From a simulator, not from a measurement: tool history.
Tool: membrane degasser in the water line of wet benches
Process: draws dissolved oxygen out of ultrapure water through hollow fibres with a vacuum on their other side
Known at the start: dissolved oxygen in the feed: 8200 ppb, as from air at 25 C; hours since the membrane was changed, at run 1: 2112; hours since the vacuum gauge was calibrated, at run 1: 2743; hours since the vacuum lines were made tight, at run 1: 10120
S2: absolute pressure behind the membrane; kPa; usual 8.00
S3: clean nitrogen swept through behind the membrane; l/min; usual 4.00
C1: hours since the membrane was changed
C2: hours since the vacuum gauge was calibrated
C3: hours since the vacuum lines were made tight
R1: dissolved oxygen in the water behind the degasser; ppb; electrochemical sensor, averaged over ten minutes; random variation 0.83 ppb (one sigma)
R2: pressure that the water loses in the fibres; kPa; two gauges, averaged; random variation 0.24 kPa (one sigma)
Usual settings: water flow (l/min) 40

Run 1, hour 0.0: usual settings; C1 2112; C2 2743; C3 10120. Result: R1 117.8 ppb, R2 60.81 kPa.
Run 2, hour 46.1: usual settings; C1 2158; C2 2789; C3 10166. Result: R1 117.1 ppb, R2 60.99 kPa.
Run 3, hour 77.2: usual settings; C1 2189; C2 2820; C3 10198. Result: R1 119.5 ppb, R2 61.02 kPa.
Run 4, hour 121.9: usual settings but water flow (l/min) 44; C1 2234; C2 2865; C3 10242. Result: R1 130.2 ppb, R2 66.28 kPa.
Run 5, hour 192.1: usual settings but water flow (l/min) 33; C1 2304; C2 2935; C3 10312. Result: R1 97.6 ppb, R2 50.52 kPa.
Run 6, hour 225.0: usual settings but water flow (l/min) 44; C1 2337; C2 2968; C3 10345. Result: R1 130.7 ppb, R2 66.92 kPa.
Run 7, hour 286.8: usual settings but water flow (l/min) 44; C1 2399; C2 3030; C3 10407. Result: R1 128.5 ppb, R2 67.06 kPa.
Run 8, hour 341.0: usual settings but water flow (l/min) 44; C1 2453; C2 3084; C3 10461. Result: R1 130.2 ppb, R2 67.10 kPa.
Run 9, hour 406.6: usual settings but water flow (l/min) 33, S2 8.80 kPa, S3 1.91 l/min; C1 2518; C2 3149; C3 10527. Result: R1 224.9 ppb, R2 50.72 kPa.
At hour 453.7: vacuum gauge calibrated.
Run 10, hour 475.4: usual settings but water flow (l/min) 27; C1 2587; C2 22; C3 10595. Result: R1 79.0 ppb, R2 41.12 kPa.
Run 11, hour 508.1: usual settings but water flow (l/min) 41, S2 18.03 kPa, S3 7.37 l/min; C1 2619; C2 54; C3 10628. Result: R1 201.7 ppb, R2 62.13 kPa.
Run 12, hour 565.6: usual settings but water flow (l/min) 32, S2 13.87 kPa, S3 6.13 l/min; C1 2677; C2 112; C3 10685. Result: R1 138.8 ppb, R2 48.79 kPa.

Forecast run 13:
Run 13, hour 623.4: usual settings but water flow (l/min) 32, S2 13.87 kPa, S3 6.13 l/min; C1 2735; C2 170; C3 10743. Result: R1 ?, R2 ?.

{"run 13": {"R1": 136.1, "R2": 49.07}}
Without the tool's hidden state the same run would have given R1 132.9 ppb, R2 48.72 kPa.
